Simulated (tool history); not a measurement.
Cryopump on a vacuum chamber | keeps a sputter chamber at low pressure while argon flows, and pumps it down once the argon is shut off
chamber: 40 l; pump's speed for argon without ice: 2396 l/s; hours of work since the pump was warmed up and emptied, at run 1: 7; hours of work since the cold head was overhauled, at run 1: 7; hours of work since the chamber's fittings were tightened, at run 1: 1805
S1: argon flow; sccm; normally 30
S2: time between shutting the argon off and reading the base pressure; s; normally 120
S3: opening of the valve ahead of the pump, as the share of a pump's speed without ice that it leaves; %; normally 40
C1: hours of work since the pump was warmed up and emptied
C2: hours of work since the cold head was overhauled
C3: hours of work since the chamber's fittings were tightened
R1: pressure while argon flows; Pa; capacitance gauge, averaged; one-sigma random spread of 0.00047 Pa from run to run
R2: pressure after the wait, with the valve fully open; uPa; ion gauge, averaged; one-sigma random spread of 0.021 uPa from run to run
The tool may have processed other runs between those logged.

run     day  S1   S2  S3   C1   C2    C3      R1    R2
  1   0.000  30  120  40    7    7  1805  0.0531  0.99
  2   0.946  30   90  40   23   23  1821  0.0527  1.06
  3   1.492  27  120  40   32   32  1831  0.0477  0.99
  4   2.004  27  120  40   41   41  1839  0.0482  0.97
  5   2.792  27  120  40   55   55  1853  0.0479  0.98
  6   3.983  27  120  40   75   75  1874  0.0486  0.99
  7   4.829  27   64  40   90   90  1888  0.0489  1.32
  8   5.521  30  120  40  102  102  1900  0.0530  0.99
  9   6.142  40  120  40  112  112  1911  0.0713  1.00
 10   7.208  40  120  40  131  131  1929  0.0710  1.02
      8.000  -- leaking fittings of the chamber tightened, without venting
 11   8.308  40  120  40  148  148     5  0.0715  0.44
 12   9.312  40  120  40  165  165    23  0.0717  0.46
 13  10.075  40  120  40  179  179    36  0.0714  0.52
 14  10.904  40  120  40  193  193    50  0.0714  0.49
 15  11.462  17   21  21  202  202    60  0.0576  2.05
 16  12.117  17   21  21  214  214    71  0.0572  2.01
 17  12.933  17   21  21  228  228    85  0.0574  2.06
 18  13.862  17   21  21  244  244   101  0.0579  2.06
 19  14.675  40  196  40  258  258   115  0.0722  0.40
 20  15.471  21   44  49  271  271   128  0.0308  1.06
 21  16.317  58  175  22  286  286   143  0.1890  0.43
 22  17.188  58  175  22  301  301   158  0.1874  0.38
 23  18.383  24   23  56  321  321   178  0.0322  1.94
 24  19.429  56   79  49  339  339   196  0.0836  0.72
 25  20.025  48   58  40  350  350   207  0.0867  0.86
 26  20.779  48   58  40  363  363   220  0.0865  0.88
 27  21.554  48   58  40  376  376   233  0.0872  0.91

Branching from run 27: 4 alternative next runs. What would each branch give?
  A  22.762  56  244  41  397  397  254   ?   ?
  B  22.762  48   33  26  397  397  254   ?   ?
  C  22.762  53   23  35  397  397  254   ?   ?
  D  22.762  18  244  47  397  397  254   ?   ?

run      R1    R2
  A  0.0996  0.36
  B  0.1332  1.47
  C  0.1110  1.93
  D  0.0280  0.37
Take away the tool's hidden state, keep each run's random variation, and the runs would have read:
run      R1    R2
  A  0.0966  0.26
  B  0.1306  1.36
  C  0.1082  1.83
  D  0.0270  0.27
